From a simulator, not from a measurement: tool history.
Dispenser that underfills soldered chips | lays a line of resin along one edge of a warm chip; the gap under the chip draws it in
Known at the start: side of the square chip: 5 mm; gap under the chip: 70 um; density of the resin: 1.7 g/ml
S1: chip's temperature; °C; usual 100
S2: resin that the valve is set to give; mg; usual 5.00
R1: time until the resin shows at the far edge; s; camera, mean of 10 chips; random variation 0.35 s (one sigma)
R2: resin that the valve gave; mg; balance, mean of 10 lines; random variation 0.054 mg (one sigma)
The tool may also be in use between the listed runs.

Run 1, hour 0.0: usual settings. Result: R1 19.0 s, R2 4.51 mg.
At hour 10.5: new syringe of resin.
Run 2, hour 11.3: usual settings but S1 88 °C. Result: R1 31.1 s, R2 4.46 mg.
At hour 17.8: dispensing valve cleaned and set on the balance.
Run 3, hour 21.6: usual settings but S1 112 °C. Result: R1 14.5 s, R2 4.99 mg.
At hour 22.7: new syringe of resin.
Run 4, hour 29.6: usual settings but S1 112 °C. Result: R1 13.9 s, R2 4.96 mg.
At hour 33.6: new syringe of resin.
Run 5, hour 42.8: usual settings but S1 112 °C. Result: R1 14.7 s, R2 4.96 mg.
At hour 45.1: new syringe of resin.
Run 6, hour 52.2: usual settings but S1 112 °C. Result: R1 14.1 s, R2 4.84 mg.
At hour 56.7: new syringe of resin.
Run 7, hour 66.7: usual settings but S1 89 °C. Result: R1 35.2 s, R2 4.90 mg.
At hour 68.2: new syringe of resin.
Run 8, hour 75.9: usual settings but S1 89 °C. Result: R1 33.9 s, R2 4.91 mg.
At hour 79.1: new syringe of resin.
Run 9, hour 89.3: usual settings but S2 5.06 mg. Result: R1 23.1 s, R2 4.83 mg.
At hour 90.4: new syringe of resin.
At hour 102.2: new syringe of resin.
Run 10, hour 105.3: usual settings but S2 5.06 mg. Result: R1 19.1 s, R2 4.73 mg.
At hour 113.3: new syringe of resin.
Run 11, hour 120.6: usual settings but S2 5.71 mg. Result: R1 20.9 s, R2 5.31 mg.
At hour 124.4: new syringe of resin.
Run 12, hour 129.4: usual settings but S1 89 °C. Result: R1 31.6 s, R2 4.70 mg.
At hour 135.8: new syringe of resin.
Run 13, hour 143.5: usual settings but S1 89 °C. Result: R1 33.9 s, R2 4.65 mg.
At hour 147.5: new syringe of resin.
Run 14, hour 155.1: usual settings but S1 89 °C. Result: R1 33.3 s, R2 4.60 mg.
At hour 158.1: new syringe of resin.
Run 15, hour 166.0: usual settings but S2 4.21 mg. Result: R1 21.9 s, R2 3.81 mg.
At hour 169.7: new syringe of resin.
Run 16, hour 173.1: usual settings but S1 105 °C, S2 4.88 mg. Result: R1 16.7 s, R2 4.43 mg.
At hour 180.2: new syringe of resin.
Run 17, hour 180.2: usual settings but S1 105 °C, S2 4.88 mg. Result: R1 14.9 s, R2 4.51 mg.
At hour 191.8: new syringe of resin.
Run 18, hour 193.9: usual settings but S1 105 °C, S2 4.88 mg. Result: R1 15.7 s, R2 4.35 mg.
At hour 202.6: new syringe of resin.
At hour 203.6: dispensing valve cleaned and set on the balance.
Run 19, hour 204.3: usual settings but S1 92 °C, S2 5.98 mg. Result: R1 24.5 s, R2 5.97 mg.
At hour 215.1: new syringe of resin.
Run 20, hour 217.3: usual settings but S1 86 °C, S2 5.27 mg. Result: R1 32.0 s, R2 5.23 mg.

Forecast each of these 3 alternatives for the next run:
At hour 225.9: new syringe of resin.
Run A, hour 231.7: usual settings but S1 110 °C, S2 4.63 mg. Result: R1 ?, R2 ?.
At hour 225.9: new syringe of resin.
Run B, hour 231.7: usual settings but S1 94 °C, S2 5.83 mg. Result: R1 ?, R2 ?.
At hour 225.9: new syringe of resin.
Run C, hour 231.7: usual settings but S1 94 °C, S2 6.14 mg. Result: R1 ?, R2 ?.

run    R1    R2
  A  14.5  4.58
  B  25.1  5.77
  C  25.8  6.04
Without the tool's hidden state the same runs would have given:
run    R1    R2
  A  13.1  4.67
  B  22.9  5.88
  C  23.6  6.16

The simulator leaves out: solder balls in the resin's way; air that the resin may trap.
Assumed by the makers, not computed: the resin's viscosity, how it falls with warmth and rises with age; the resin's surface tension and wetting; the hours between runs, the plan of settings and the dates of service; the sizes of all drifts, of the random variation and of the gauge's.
